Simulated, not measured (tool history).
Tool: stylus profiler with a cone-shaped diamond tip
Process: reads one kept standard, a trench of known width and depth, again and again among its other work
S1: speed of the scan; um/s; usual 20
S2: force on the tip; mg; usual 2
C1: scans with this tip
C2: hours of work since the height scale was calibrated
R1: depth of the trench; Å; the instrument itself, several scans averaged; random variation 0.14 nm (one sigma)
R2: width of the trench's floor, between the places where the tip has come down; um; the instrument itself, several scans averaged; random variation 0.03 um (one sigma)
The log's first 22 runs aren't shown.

run     day  S1    S2    C1   C2      R1     R2
 23  10.254  59  1.54  7209  578    5044  25.85
 24  10.812  59  1.54  7323  587  5044.4  25.83
 25    11.1  59  1.54  7381  592  5045.5  25.76
 26  11.738  49  0.96  7510  602  5028.3  25.73
 27  12.158  33  4.12  7595  609  5092.8  26.05
 28  12.533  33  4.12  7670  615  5093.9  26.02
 29  13.054  18  1.49  7776  624    5040  26.03
 30  13.654  37  0.96  7897  633  5027.9  25.86
 31  14.308  37  0.96  8029  644  5030.6  25.83

5 ways to go on from here, each from the tool as it stands after run 31. What would each give?
  A  14.683  68  2.87  8106  650   ?   ?
  B  14.683  10  0.77  8106  650   ?   ?
  C  14.683   6  1.57  8106  650   ?   ?
  D  14.683  15  5.44  8106  650   ?   ?
  E  14.683  23  4.97  8106  650   ?   ?

run      R1     R2
  A  5070.3  25.78
  B    5022  26.09
  C    5043  26.13
  D  5113.6  26.08
  E    5104  26.05
Without the tool's hidden state the same runs would have given:
run      R1     R2
  A  5082.2  26.99
  B  5033.8  27.29
  C  5054.9  27.34
  D  5125.6  27.28
  E  5116.1  27.25

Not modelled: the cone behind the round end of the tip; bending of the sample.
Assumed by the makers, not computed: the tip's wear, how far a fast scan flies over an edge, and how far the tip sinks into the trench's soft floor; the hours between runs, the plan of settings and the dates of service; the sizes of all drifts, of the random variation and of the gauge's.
